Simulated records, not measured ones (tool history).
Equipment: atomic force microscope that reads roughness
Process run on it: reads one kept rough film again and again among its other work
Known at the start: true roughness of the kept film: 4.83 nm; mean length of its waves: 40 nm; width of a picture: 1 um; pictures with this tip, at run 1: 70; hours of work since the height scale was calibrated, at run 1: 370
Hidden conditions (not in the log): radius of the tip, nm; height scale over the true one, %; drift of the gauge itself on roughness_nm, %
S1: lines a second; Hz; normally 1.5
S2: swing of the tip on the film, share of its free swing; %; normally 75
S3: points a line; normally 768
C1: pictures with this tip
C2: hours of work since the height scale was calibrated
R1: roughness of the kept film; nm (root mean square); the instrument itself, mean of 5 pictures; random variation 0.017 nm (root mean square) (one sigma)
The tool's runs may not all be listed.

| run | day | S1 | S2 | S3 | C1 | C2 | R1 |
|---|---|---|---|---|---|---|---|
| 1 | 0 | 1.5 | 75 | 768 | 70 | 370 | 3.872 |
| 2 | 0.6 | 1.5 | 75 | 768 | 99 | 379 | 3.818 |
| 3 | 1.046 | 1.5 | 75 | 768 | 120 | 386 | 3.784 |
| 4 | 1.679 | 1.5 | 75 | 768 | 150 | 397 | 3.748 |
| 5 | 2.333 | 1.5 | 75 | 768 | 181 | 407 | 3.68 |
| 6 | 2.833 | 1.5 | 75 | 768 | 204 | 415 | 3.657 |
| 7 | 3.458 | 1.5 | 75 | 768 | 234 | 425 | 3.61 |
| 8 | 4.208 | 1.5 | 75 | 768 | 269 | 437 | 3.548 |
|  | 4.508 | new tip fitted |
| 9 | 4.917 | 1.5 | 75 | 768 | 19 | 448 | 3.932 |
| 10 | 5.471 | 1.5 | 75 | 768 | 45 | 457 | 3.895 |
| 11 | 6.212 | 1.5 | 75 | 351 | 81 | 469 | 3.838 |
| 12 | 6.625 | 1.5 | 75 | 768 | 100 | 475 | 3.789 |
| 13 | 6.988 | 1.5 | 75 | 403 | 117 | 481 | 3.764 |
| 14 | 7.429 | 1.5 | 75 | 403 | 138 | 488 | 3.747 |
| 15 | 8.017 | 1.5 | 75 | 403 | 166 | 497 | 3.7 |
| 16 | 8.683 | 0.7 | 62 | 306 | 197 | 508 | 3.966 |
| 17 | 9.292 | 0.7 | 62 | 306 | 226 | 518 | 3.952 |
| 18 | 9.742 | 0.7 | 62 | 306 | 247 | 525 | 3.909 |
| 19 | 10.067 | 1.5 | 75 | 899 | 262 | 530 | 3.571 |
|  | 10.496 | new tip fitted |
| 20 | 10.496 | 1.5 | 59 | 283 | 0 | 536 | 4.247 |
| 21 | 10.917 | 0.77 | 75 | 271 | 19 | 543 | 4.146 |
| 22 | 11.354 | 1.5 | 78 | 724 | 40 | 550 | 3.822 |
| 23 | 11.767 | 1.5 | 78 | 724 | 59 | 557 | 3.789 |
| 24 | 12.075 | 1.11 | 71 | 492 | 74 | 562 | 4.047 |
| 25 | 12.717 | 1.42 | 66 | 541 | 104 | 572 | 3.932 |
| 26 | 13.042 | 1.5 | 65 | 768 | 119 | 577 | 3.945 |
| 27 | 13.475 | 1.5 | 66 | 528 | 140 | 584 | 3.933 |

Hidden state at the last listed run before each entry between runs and at the first one after, where it differs:
After run 8, before run 9: new tip fitted (day 4.508)
  radius of the tip, nm: 15.8 -> 5.9; height scale over the true one, %: -1.08 -> -1.11
  measured value less the no-hidden-state value, R1: -0.474 -> -0.085 nm (root mean square)
After run 19, before run 20: new tip fitted (day 10.496)
  radius of the tip, nm: 15.6 -> 5.2; height scale over the true one, %: -1.28 -> -1.3
  measured value less the no-hidden-state value, R1: -0.479 -> -0.065 nm (root mean square)
